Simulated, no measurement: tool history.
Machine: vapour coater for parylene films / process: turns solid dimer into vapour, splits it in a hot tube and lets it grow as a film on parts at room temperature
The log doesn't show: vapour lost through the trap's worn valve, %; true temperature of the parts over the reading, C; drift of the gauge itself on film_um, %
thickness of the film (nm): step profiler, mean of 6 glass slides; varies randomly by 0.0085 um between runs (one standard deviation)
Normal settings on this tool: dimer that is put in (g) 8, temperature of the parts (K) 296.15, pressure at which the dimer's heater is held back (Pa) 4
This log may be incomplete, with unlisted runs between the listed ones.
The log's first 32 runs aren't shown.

| run | hour | dimer that is put in (g) | temperature of the parts (K) | pressure at which the dimer's heater is held back (Pa) | hours of work since the trap's valve was overhauled | hours of work since the table's thermometer was calibrated | thickness of the film (nm) |
|---|---|---|---|---|---|---|---|
| 33 | 1304 | 8 | 289.15 | 4 | 583 | 673 | 2800 |
| 34 | 1333.2 | 10 | 299.15 | 2.81 | 604 | 693 | 2902 |
|  | 1347.4 | trap's valve overhauled |
| 35 | 1384.1 | 10 | 293.15 | 3.64 | 26 | 726 | 3206 |
| 36 | 1410.8 | 10 | 293.15 | 3.64 | 44 | 745 | 3217 |
| 37 | 1459.3 | 10 | 293.15 | 3.64 | 78 | 778 | 3225 |
| 38 | 1499.4 | 10 | 293.15 | 3.64 | 106 | 807 | 3222 |
| 39 | 1551 | 6 | 296.15 | 3.96 | 142 | 843 | 1790 |
|  | 1595.7 | table's thermometer calibrated |
| 40 | 1605.2 | 6 | 296.15 | 3.96 | 179 | 7 | 1785 |
| 41 | 1648.5 | 6 | 296.15 | 3.96 | 210 | 37 | 1795 |
| 42 | 1687.7 | 6 | 296.15 | 3.96 | 237 | 64 | 1785 |
| 43 | 1715.6 | 5 | 292.15 | 2.15 | 256 | 84 | 1742 |

Run 44 is up next; what results do you expect?
| 44 | 1743.2 | 7 | 300.15 | 4 | 276 | 103 | ? |

thickness of the film (nm): 1896
Had the tool carried no hidden state, the very same run would have given thickness of the film (nm) 1898.

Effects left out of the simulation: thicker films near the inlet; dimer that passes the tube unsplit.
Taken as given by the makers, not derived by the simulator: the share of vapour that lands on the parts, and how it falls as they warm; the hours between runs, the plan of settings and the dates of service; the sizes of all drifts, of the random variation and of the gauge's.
